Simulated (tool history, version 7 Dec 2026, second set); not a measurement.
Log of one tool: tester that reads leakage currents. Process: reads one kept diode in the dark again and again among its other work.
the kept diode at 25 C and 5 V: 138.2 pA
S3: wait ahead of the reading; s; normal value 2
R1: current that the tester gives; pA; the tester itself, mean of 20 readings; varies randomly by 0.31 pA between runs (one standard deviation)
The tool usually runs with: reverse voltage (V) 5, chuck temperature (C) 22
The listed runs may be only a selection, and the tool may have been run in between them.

run 1 day=0 | reverse_voltage_(V)=5 chuck_temperature_(C)=22 S3=2 | R1=109.49
run 2 day=3.688 | reverse_voltage_(V)=5 chuck_temperature_(C)=24 S3=2 | R1=131.06
run 3 day=7.862 | reverse_voltage_(V)=5 chuck_temperature_(C)=24 S3=2 | R1=131.52
run 4 day=11.671 | reverse_voltage_(V)=5 chuck_temperature_(C)=24 S3=2 | R1=130.31
run 5 day=16.608 | reverse_voltage_(V)=5 chuck_temperature_(C)=24 S3=2 | R1=129.25
run 6 day=19.958 | reverse_voltage_(V)=5 chuck_temperature_(C)=24 S3=2 | R1=129.52
run 7 day=22.383 | reverse_voltage_(V)=5 chuck_temperature_(C)=30 S3=2 | R1=222.63
run 8 day=25.329 | reverse_voltage_(V)=5 chuck_temperature_(C)=22 S3=3.15 | R1=106.66
run 9 day=29.233 | reverse_voltage_(V)=5 chuck_temperature_(C)=22 S3=3.15 | R1=106.55
run 10 day=32.088 | reverse_voltage_(V)=5 chuck_temperature_(C)=22 S3=3.15 | R1=106.21
run 11 day=35.846 | reverse_voltage_(V)=7.42 chuck_temperature_(C)=45 S3=2 | R1=1033.31
-- day=36.338 tester calibrated
run 12 day=40.142 | reverse_voltage_(V)=11.98 chuck_temperature_(C)=22 S3=2 | R1=184.15
-- day=44.475 tester calibrated, once more
run 13 day=44.475 | reverse_voltage_(V)=2.03 chuck_temperature_(C)=30 S3=0.45 | R1=126.81
run 14 day=46.967 | reverse_voltage_(V)=3.29 chuck_temperature_(C)=30 S3=1.86 | R1=167.33
run 15 day=49.604 | reverse_voltage_(V)=3.29 chuck_temperature_(C)=30 S3=1.86 | R1=166.28
run 16 day=53.312 | reverse_voltage_(V)=3.29 chuck_temperature_(C)=30 S3=1.86 | R1=166.47
run 17 day=55.646 | reverse_voltage_(V)=1.8 chuck_temperature_(C)=33 S3=1.43 | R1=151.69
run 18 day=58.879 | reverse_voltage_(V)=2.75 chuck_temperature_(C)=22 S3=7.87 | R1=71.09
run 19 day=61.742 | reverse_voltage_(V)=5 chuck_temperature_(C)=30 S3=4.64 | R1=210.73

Each row is a separate what-if for the run after 19, all from the same tool condition, not one after another. Results?
run A day=64.221 | reverse_voltage_(V)=5 chuck_temperature_(C)=41 S3=4.64 | R1=?
run B day=64.221 | reverse_voltage_(V)=3.46 chuck_temperature_(C)=22 S3=7.41 | R1=?
run C day=64.221 | reverse_voltage_(V)=5 chuck_temperature_(C)=37 S3=0.59 | R1=?
run D day=64.221 | reverse_voltage_(V)=2.48 chuck_temperature_(C)=22 S3=2 | R1=?

run=A R1=554.22
run=B R1=82.07
run=C R1=393.44
run=D R1=66.29
Had the tool no hidden state, the same runs would have come out as:
run=A R1=609.83
run=B R1=83.31
run=C R1=429.55
run=D R1=68.29

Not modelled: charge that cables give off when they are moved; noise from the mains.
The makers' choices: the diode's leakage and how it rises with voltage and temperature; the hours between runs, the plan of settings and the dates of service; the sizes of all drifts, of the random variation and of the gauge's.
